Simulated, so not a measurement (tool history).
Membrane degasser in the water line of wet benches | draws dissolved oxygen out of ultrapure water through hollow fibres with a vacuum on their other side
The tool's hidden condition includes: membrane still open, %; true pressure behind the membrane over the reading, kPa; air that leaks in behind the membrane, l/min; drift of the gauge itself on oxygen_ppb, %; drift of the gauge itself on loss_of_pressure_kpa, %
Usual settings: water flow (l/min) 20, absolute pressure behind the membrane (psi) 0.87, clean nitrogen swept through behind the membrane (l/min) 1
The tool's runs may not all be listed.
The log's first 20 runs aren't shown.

| run | hour | water flow (l/min) | absolute pressure behind the membrane (psi) | clean nitrogen swept through behind the membrane (l/min) | hours since the membrane was changed | hours since the vacuum gauge was calibrated | hours since the vacuum lines were made tight | dissolved oxygen in the water behind the degasser (ppb) | pressure that the water loses in the fibres (psi) |
|---|---|---|---|---|---|---|---|---|---|
| 21 | 790.2 | 28 | 2.041 | 1.83 | 1836 | 173 | 1909 | 390.8 | 7.683 |
|  | 805 | vacuum gauge calibrated, once more |
| 22 | 817 | 28 | 2.041 | 1.83 | 1862 | 12 | 1935 | 395.1 | 7.694 |
| 23 | 869.9 | 28 | 1.83 | 0.6 | 1915 | 65 | 1988 | 805.6 | 7.668 |
| 24 | 917.3 | 20 | 0.561 | 0.82 | 1963 | 112 | 2035 | 47.1 | 5.517 |
| 25 | 950.2 | 16 | 0.648 | 2.71 | 1996 | 145 | 2068 | 24.4 | 4.389 |
| 26 | 972.2 | 19 | 1.131 | 0.97 | 2018 | 167 | 2090 | 206.5 | 5.194 |
| 27 | 998.9 | 29 | 0.87 | 0.71 | 2044 | 194 | 2117 | 250.7 | 7.915 |
| 28 | 1052.8 | 29 | 0.87 | 0.71 | 2098 | 248 | 2171 | 253 | 8.013 |
| 29 | 1083.7 | 20 | 0.87 | 1.84 | 2129 | 279 | 2202 | 83.7 | 5.533 |
| 30 | 1115.1 | 20 | 0.87 | 1.84 | 2160 | 310 | 2233 | 82.6 | 5.549 |
| 31 | 1151.5 | 20 | 0.87 | 1.84 | 2197 | 347 | 2269 | 82.7 | 5.523 |
| 32 | 1185.5 | 20 | 0.87 | 1.84 | 2231 | 381 | 2303 | 84.1 | 5.504 |

Below are 3 alternative next runs, each starting from the tool's condition after run 32. Predict each:
| A | 1224.5 | 20 | 0.658 | 1.84 | 2270 | 420 | 2342 | ? | ? |
| B | 1224.5 | 23 | 0.87 | 2.43 | 2270 | 420 | 2342 | ? | ? |
| C | 1224.5 | 15 | 0.87 | 0.84 | 2270 | 420 | 2342 | ? | ? |

| run | dissolved oxygen in the water behind the degasser (ppb) | pressure that the water loses in the fibres (psi) |
|---|---|---|
| A | 44.7 | 5.494 |
| B | 79.9 | 6.364 |
| C | 118.2 | 4.125 |
Stripped of hidden state, with their random variation kept, the same runs would have yielded:
| run | dissolved oxygen in the water behind the degasser (ppb) | pressure that the water loses in the fibres (psi) |
|---|---|---|
| A | 42.8 | 5.414 |
| B | 77.4 | 6.273 |
| C | 115.6 | 4.065 |
